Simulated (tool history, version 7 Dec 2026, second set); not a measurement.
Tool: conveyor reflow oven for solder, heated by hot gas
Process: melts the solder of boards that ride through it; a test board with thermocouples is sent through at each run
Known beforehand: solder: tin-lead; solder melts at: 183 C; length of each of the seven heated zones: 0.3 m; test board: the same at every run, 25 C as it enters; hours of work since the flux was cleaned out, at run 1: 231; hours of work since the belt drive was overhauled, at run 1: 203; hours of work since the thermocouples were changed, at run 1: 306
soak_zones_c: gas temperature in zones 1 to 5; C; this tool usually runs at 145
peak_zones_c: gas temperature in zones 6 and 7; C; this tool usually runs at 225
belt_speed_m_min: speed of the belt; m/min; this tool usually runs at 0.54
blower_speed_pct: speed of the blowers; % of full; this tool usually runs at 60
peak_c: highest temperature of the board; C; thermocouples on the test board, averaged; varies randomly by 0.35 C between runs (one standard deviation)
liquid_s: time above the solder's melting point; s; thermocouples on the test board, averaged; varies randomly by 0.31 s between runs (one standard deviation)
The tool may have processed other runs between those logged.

run	hour	soak_zones_c	peak_zones_c	belt_speed_m_min	blower_speed_pct	hours of work since the flux was cleaned out	hours of work since the belt drive was overhauled	hours of work since the thermocouples were changed	peak_c	liquid_s
1	0	145	225	0.54	60	231	203	306	206.8	42.6
2	9.7	145	225	0.54	60	238	210	313	206.4	43.3
3	14.9	145	225	0.54	60	242	214	316	206.6	43.4
4	19.1	145	225	0.54	63	245	217	319	208	43.6
5	25	145	224	0.54	60	249	221	324	206	41.9
6	32.5	145	224	0.54	60	254	226	329	206.2	42.6
7	40.2	145	225	0.54	60	260	232	334	206.1	43.4
8	47.2	145	225	0.54	60	265	237	340	206.4	42.6
9	55.4	145	225	0.54	60	271	243	345	206.2	43.5
10	64.7	145	225	0.54	60	277	249	352	206.7	43.5
# hour 70.4: flux residue cleaned out of gas plates and filters
11	74.9	145	225	0.54	60	3	253	356	205.7	41.8
12	80.5	145	225	0.54	60	7	257	360	205.5	42.7
13	87.6	145	225	0.54	60	12	262	365	206.2	41.9
# hour 96: flux residue cleaned out of gas plates and filters, once more
14	97.8	145	225	0.54	60	1	266	369	207.7	45.3
15	105	145	216	0.54	60	6	271	374	200.4	38.1
16	110.6	145	216	0.54	60	10	275	378	200.4	37.9
17	116.9	150	237	0.508	60	15	280	382	220.4	60.6
18	121.9	150	237	0.508	60	19	283	386	221.1	60.7
19	126.9	136	227	0.594	56	22	287	390	204.3	32.9
20	132	136	227	0.594	56	26	290	393	203.9	33.1
21	141.4	131	225	0.634	76	33	297	400	202.3	30.2
22	148.4	139	240	0.54	60	38	302	405	219.1	51.9
23	157.6	132	234	0.505	82	44	309	412	219	54
24	162.4	132	234	0.505	82	48	312	415	219.8	53.8
25	169.4	131	215	0.645	60	53	317	420	190.8	14.2
26	173.4	131	215	0.645	60	56	320	423	190.1	13.6
27	180.7	145	217	0.54	60	61	325	428	200.9	38.7
28	185.1	145	217	0.54	60	64	329	431	201.1	38.1
29	190.1	144	225	0.544	64	68	332	435	208.1	44.3
30	197.9	144	225	0.544	64	73	338	440	207.7	44
31	203.8	144	225	0.545	83	77	342	445	211.3	48
32	210.2	144	225	0.545	83	82	347	449	211.4	47.7

Forecast each of these 3 alternatives for the next run:
A	215.5	150	225	0.54	60	86	350	453	?	?
B	215.5	144	225	0.647	83	86	350	453	?	?
C	215.5	159	225	0.64	60	86	350	453	?	?

run	peak_c	liquid_s
A	207.8	47.3
B	205.7	35.5
C	205.8	40
The same runs, with their run-to-run variation unchanged, on a tool lacking any hidden condition would have given:
run	peak_c	liquid_s
A	209.3	48.3
B	207.4	36.6
C	207.2	41

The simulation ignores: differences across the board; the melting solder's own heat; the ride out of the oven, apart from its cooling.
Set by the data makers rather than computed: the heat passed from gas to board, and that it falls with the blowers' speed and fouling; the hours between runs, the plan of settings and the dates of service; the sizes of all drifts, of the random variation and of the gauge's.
